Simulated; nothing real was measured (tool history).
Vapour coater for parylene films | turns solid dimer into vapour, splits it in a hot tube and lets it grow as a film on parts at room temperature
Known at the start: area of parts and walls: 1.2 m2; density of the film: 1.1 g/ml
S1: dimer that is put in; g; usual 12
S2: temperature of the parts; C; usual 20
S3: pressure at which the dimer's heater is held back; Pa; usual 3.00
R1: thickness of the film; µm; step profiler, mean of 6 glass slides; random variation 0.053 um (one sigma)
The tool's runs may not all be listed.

{"run": 1, "hour": 0.0, "S1": 12, "S2": 20, "S3": 3.0, "R1": 5.77}
{"run": 2, "hour": 31.2, "S1": 12, "S2": 20, "S3": 3.0, "R1": 5.75}
{"run": 3, "hour": 66.8, "S1": 12, "S2": 20, "S3": 3.0, "R1": 5.66}
{"run": 4, "hour": 86.9, "S1": 14, "S2": 20, "S3": 3.0, "R1": 6.55}
{"run": 5, "hour": 117.4, "S1": 14, "S2": 20, "S3": 3.0, "R1": 6.55}
{"run": 6, "hour": 152.2, "S1": 12, "S2": 20, "S3": 3.0, "R1": 5.56}
{"run": 7, "hour": 171.6, "S1": 7, "S2": 20, "S3": 3.0, "R1": 3.17}
{"run": 8, "hour": 204.3, "S1": 7, "S2": 20, "S3": 3.0, "R1": 3.19}
{"run": 9, "hour": 221.0, "S1": 7, "S2": 20, "S3": 3.0, "R1": 3.19}
{"run": 10, "hour": 253.3, "S1": 7, "S2": 20, "S3": 3.0, "R1": 3.15}
{"run": 11, "hour": 281.9, "S1": 6, "S2": 20, "S3": 3.0, "R1": 2.68}
{"run": 12, "hour": 309.5, "S1": 12, "S2": 20, "S3": 3.0, "R1": 5.4}
{"run": 13, "hour": 334.7, "S1": 12, "S2": 20, "S3": 3.0, "R1": 5.32}
{"run": 14, "hour": 362.9, "S1": 12, "S2": 20, "S3": 2.3, "R1": 5.46}
{"run": 15, "hour": 385.9, "S1": 12, "S2": 20, "S3": 2.3, "R1": 5.35}
{"run": 16, "hour": 420.5, "S1": 12, "S2": 20, "S3": 2.3, "R1": 5.33}
{"run": 17, "hour": 453.5, "S1": 9, "S2": 20, "S3": 2.5, "R1": 3.96}
{"run": 18, "hour": 469.6, "S1": 7, "S2": 20, "S3": 6.24, "R1": 2.92}
{"run": 19, "hour": 493.9, "S1": 7, "S2": 20, "S3": 6.24, "R1": 2.85}
{"run": 20, "hour": 515.8, "S1": 7, "S2": 20, "S3": 6.24, "R1": 2.85}
{"run": 21, "hour": 542.0, "S1": 9, "S2": 25, "S3": 2.2, "R1": 3.16}
{"hour": 568.3, "done": "trap's valve overhauled"}
{"run": 22, "hour": 576.3, "S1": 9, "S2": 25, "S3": 2.2, "R1": 3.56}
{"run": 23, "hour": 594.3, "S1": 9, "S2": 25, "S3": 2.2, "R1": 3.55}
{"run": 24, "hour": 628.1, "S1": 20, "S2": 17, "S3": 3.0, "R1": 11.08}
{"run": 25, "hour": 649.1, "S1": 9, "S2": 29, "S3": 2.14, "R1": 2.96}
{"run": 26, "hour": 669.1, "S1": 9, "S2": 29, "S3": 2.14, "R1": 3.0}
{"run": 27, "hour": 696.3, "S1": 9, "S2": 29, "S3": 2.14, "R1": 2.93}
{"run": 28, "hour": 724.3, "S1": 9, "S2": 29, "S3": 2.14, "R1": 2.91}
{"run": 29, "hour": 740.7, "S1": 9, "S2": 20, "S3": 2.99, "R1": 4.24}
{"run": 30, "hour": 770.8, "S1": 9, "S2": 20, "S3": 2.99, "R1": 4.21}
{"run": 31, "hour": 792.4, "S1": 17, "S2": 19, "S3": 10.89, "R1": 7.64}

Forecast each of these 3 alternatives for the next run:
{"run": "A", "hour": 811.4, "S1": 11, "S2": 19, "S3": 2.4, "R1": "?"}
{"run": "B", "hour": 811.4, "S1": 7, "S2": 19, "S3": 3.5, "R1": "?"}
{"run": "C", "hour": 811.4, "S1": 22, "S2": 31, "S3": 3.0, "R1": "?"}

run=A R1=5.36
run=B R1=3.33
run=C R1=6.27
Without the tool's hidden state the same runs would have given:
run=A R1=5.89
run=B R1=3.66
run=C R1=6.89
